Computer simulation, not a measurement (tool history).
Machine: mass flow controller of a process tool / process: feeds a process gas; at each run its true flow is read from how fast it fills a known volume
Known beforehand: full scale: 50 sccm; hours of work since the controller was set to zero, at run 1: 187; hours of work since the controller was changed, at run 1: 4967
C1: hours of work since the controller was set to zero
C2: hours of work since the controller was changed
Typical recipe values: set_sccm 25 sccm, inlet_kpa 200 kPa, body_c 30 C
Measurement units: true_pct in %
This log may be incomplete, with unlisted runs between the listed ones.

{"run": 1, "hour": 0.0, "set_sccm": 25, "inlet_kpa": 200, "body_c": 30, "C1": 187, "C2": 4967, "true_pct": 99.79}
{"run": 2, "hour": 366.5, "set_sccm": 25, "inlet_kpa": 200, "body_c": 30, "C1": 478, "C2": 5258, "true_pct": 99.82}
{"run": 3, "hour": 705.7, "set_sccm": 8, "inlet_kpa": 200, "body_c": 30, "C1": 748, "C2": 5528, "true_pct": 98.47}
{"run": 4, "hour": 905.6, "set_sccm": 8, "inlet_kpa": 200, "body_c": 30, "C1": 907, "C2": 5686, "true_pct": 98.25}
{"run": 5, "hour": 1214.4, "set_sccm": 8, "inlet_kpa": 200, "body_c": 30, "C1": 1152, "C2": 5932, "true_pct": 98.32}
{"run": 6, "hour": 1448.2, "set_sccm": 8, "inlet_kpa": 200, "body_c": 30, "C1": 1338, "C2": 6118, "true_pct": 98.02}
{"run": 7, "hour": 1680.6, "set_sccm": 8, "inlet_kpa": 200, "body_c": 24, "C1": 1523, "C2": 6302, "true_pct": 98.43}
{"run": 8, "hour": 1961.3, "set_sccm": 8, "inlet_kpa": 200, "body_c": 24, "C1": 1746, "C2": 6525, "true_pct": 98.46}
{"run": 9, "hour": 2149.1, "set_sccm": 8, "inlet_kpa": 200, "body_c": 24, "C1": 1895, "C2": 6675, "true_pct": 98.35}
{"run": 10, "hour": 2340.7, "set_sccm": 8, "inlet_kpa": 200, "body_c": 24, "C1": 2047, "C2": 6827, "true_pct": 98.47}
{"run": 11, "hour": 2528.3, "set_sccm": 8, "inlet_kpa": 200, "body_c": 24, "C1": 2196, "C2": 6976, "true_pct": 98.16}
{"run": 12, "hour": 2921.9, "set_sccm": 45, "inlet_kpa": 200, "body_c": 30, "C1": 2509, "C2": 7289, "true_pct": 101.58}
{"run": 13, "hour": 3135.6, "set_sccm": 45, "inlet_kpa": 200, "body_c": 30, "C1": 2679, "C2": 7459, "true_pct": 101.57}
{"run": 14, "hour": 3494.4, "set_sccm": 25, "inlet_kpa": 200, "body_c": 30, "C1": 2964, "C2": 7744, "true_pct": 100.06}
{"hour": 3826.0, "done": "controller exchanged for a calibrated one"}
{"run": 15, "hour": 3859.5, "set_sccm": 25, "inlet_kpa": 200, "body_c": 30, "C1": 27, "C2": 27, "true_pct": 98.3}
{"run": 16, "hour": 4068.2, "set_sccm": 25, "inlet_kpa": 230, "body_c": 30, "C1": 192, "C2": 192, "true_pct": 98.13}
{"run": 17, "hour": 4445.0, "set_sccm": 25, "inlet_kpa": 230, "body_c": 30, "C1": 492, "C2": 492, "true_pct": 98.14}
{"hour": 4466.0, "done": "controller's zero set anew"}
{"run": 18, "hour": 4752.4, "set_sccm": 25, "inlet_kpa": 200, "body_c": 35, "C1": 228, "C2": 736, "true_pct": 98.16}
{"run": 19, "hour": 4928.1, "set_sccm": 25, "inlet_kpa": 200, "body_c": 35, "C1": 367, "C2": 875, "true_pct": 98.09}
{"hour": 5205.9, "done": "controller's zero set anew, once more"}
{"run": 20, "hour": 5264.2, "set_sccm": 25, "inlet_kpa": 200, "body_c": 35, "C1": 46, "C2": 1142, "true_pct": 98.26}
{"run": 21, "hour": 5524.4, "set_sccm": 25, "inlet_kpa": 200, "body_c": 35, "C1": 253, "C2": 1349, "true_pct": 98.45}
{"run": 22, "hour": 5754.3, "set_sccm": 25, "inlet_kpa": 200, "body_c": 35, "C1": 436, "C2": 1532, "true_pct": 98.43}
{"run": 23, "hour": 6162.6, "set_sccm": 25, "inlet_kpa": 200, "body_c": 35, "C1": 760, "C2": 1856, "true_pct": 98.48}
{"run": 24, "hour": 6373.6, "set_sccm": 25, "inlet_kpa": 200, "body_c": 35, "C1": 928, "C2": 2024, "true_pct": 98.52}
{"run": 25, "hour": 6633.7, "set_sccm": 25, "inlet_kpa": 200, "body_c": 35, "C1": 1135, "C2": 2230, "true_pct": 98.44}
{"run": 26, "hour": 7013.6, "set_sccm": 25, "inlet_kpa": 200, "body_c": 35, "C1": 1437, "C2": 2532, "true_pct": 98.47}
{"run": 27, "hour": 7237.7, "set_sccm": 21, "inlet_kpa": 200, "body_c": 32, "C1": 1615, "C2": 2710, "true_pct": 98.45}
{"run": 28, "hour": 7530.3, "set_sccm": 21, "inlet_kpa": 200, "body_c": 27, "C1": 1847, "C2": 2943, "true_pct": 98.82}
{"run": 29, "hour": 7923.9, "set_sccm": 21, "inlet_kpa": 200, "body_c": 27, "C1": 2160, "C2": 3256, "true_pct": 98.82}
{"run": 30, "hour": 8148.2, "set_sccm": 21, "inlet_kpa": 200, "body_c": 27, "C1": 2338, "C2": 3434, "true_pct": 98.8}
{"run": 31, "hour": 8316.6, "set_sccm": 12, "inlet_kpa": 200, "body_c": 31, "C1": 2472, "C2": 3568, "true_pct": 97.49}
{"run": 32, "hour": 8559.9, "set_sccm": 12, "inlet_kpa": 200, "body_c": 31, "C1": 2665, "C2": 3761, "true_pct": 97.58}
{"run": 33, "hour": 8905.4, "set_sccm": 6, "inlet_kpa": 222, "body_c": 29, "C1": 2940, "C2": 4036, "true_pct": 95.87}
{"run": 34, "hour": 9299.0, "set_sccm": 25, "inlet_kpa": 200, "body_c": 37, "C1": 3253, "C2": 4348, "true_pct": 98.64}
{"run": 35, "hour": 9479.2, "set_sccm": 25, "inlet_kpa": 200, "body_c": 27, "C1": 3396, "C2": 4492, "true_pct": 99.15}
{"run": 36, "hour": 9679.9, "set_sccm": 13, "inlet_kpa": 157, "body_c": 30, "C1": 3555, "C2": 4651, "true_pct": 98.0}
{"run": 37, "hour": 9867.6, "set_sccm": 13, "inlet_kpa": 157, "body_c": 30, "C1": 3705, "C2": 4800, "true_pct": 97.98}
{"run": 38, "hour": 10114.8, "set_sccm": 15, "inlet_kpa": 231, "body_c": 26, "C1": 3901, "C2": 4997, "true_pct": 98.18}
{"run": 39, "hour": 10501.9, "set_sccm": 15, "inlet_kpa": 231, "body_c": 26, "C1": 4209, "C2": 5304, "true_pct": 97.92}
{"run": 40, "hour": 10810.0, "set_sccm": 15, "inlet_kpa": 231, "body_c": 26, "C1": 4453, "C2": 5549, "true_pct": 98.11}
{"hour": 10894.5, "done": "controller's zero set anew"}
{"run": 41, "hour": 11074.9, "set_sccm": 15, "inlet_kpa": 231, "body_c": 26, "C1": 143, "C2": 5759, "true_pct": 99.64}
{"run": 42, "hour": 11338.4, "set_sccm": 15, "inlet_kpa": 161, "body_c": 27, "C1": 353, "C2": 5969, "true_pct": 100.06}
{"run": 43, "hour": 11721.4, "set_sccm": 27, "inlet_kpa": 215, "body_c": 30, "C1": 657, "C2": 6273, "true_pct": 100.3}
{"run": 44, "hour": 11926.1, "set_sccm": 9, "inlet_kpa": 158, "body_c": 24, "C1": 820, "C2": 6436, "true_pct": 99.84}
{"run": 45, "hour": 12239.7, "set_sccm": 9, "inlet_kpa": 158, "body_c": 24, "C1": 1069, "C2": 6685, "true_pct": 99.68}
{"run": 46, "hour": 12550.9, "set_sccm": 9, "inlet_kpa": 158, "body_c": 24, "C1": 1316, "C2": 6932, "true_pct": 99.63}
{"run": 47, "hour": 12798.4, "set_sccm": 8, "inlet_kpa": 196, "body_c": 34, "C1": 1513, "C2": 7129, "true_pct": 98.31}
{"run": 48, "hour": 13163.7, "set_sccm": 6, "inlet_kpa": 212, "body_c": 34, "C1": 1803, "C2": 7419, "true_pct": 97.65}

Across each entry between runs, compare the hidden state at the last listed run before it with the hidden state at the first listed run after it:
Runs 14 to 15: controller exchanged for a calibrated one (hour 3826.0)
  flow at rest that the sensor doesn't see, % of full scale: -0.375 -> -0.008; true flow over the shown one, %: 2.68 -> 0.11
  difference, measured minus the result without the unlogged condition, true_pct: +1.93 -> +0.10 %
Runs 17 to 18: controller's zero set anew (hour 4466.0)
  flow at rest that the sensor doesn't see, % of full scale: -0.057 -> -0.098; true flow over the shown one, %: 0.27 -> 0.36
  difference, measured minus the result without the unlogged condition, true_pct: +0.15 -> +0.17 %
Runs 19 to 20: controller's zero set anew, once more (hour 5205.9)
  flow at rest that the sensor doesn't see, % of full scale: -0.112 -> -0.016; true flow over the shown one, %: 0.4 -> 0.5
  difference, measured minus the result without the unlogged condition, true_pct: +0.17 -> +0.46 %
Runs 40 to 41: controller's zero set anew (hour 10894.5)
  flow at rest that the sensor doesn't see, % of full scale: -0.495 -> -0.031; true flow over the shown one, %: 2.02 -> 2.09
  difference, measured minus the result without the unlogged condition, true_pct: +0.37 -> +1.98 %

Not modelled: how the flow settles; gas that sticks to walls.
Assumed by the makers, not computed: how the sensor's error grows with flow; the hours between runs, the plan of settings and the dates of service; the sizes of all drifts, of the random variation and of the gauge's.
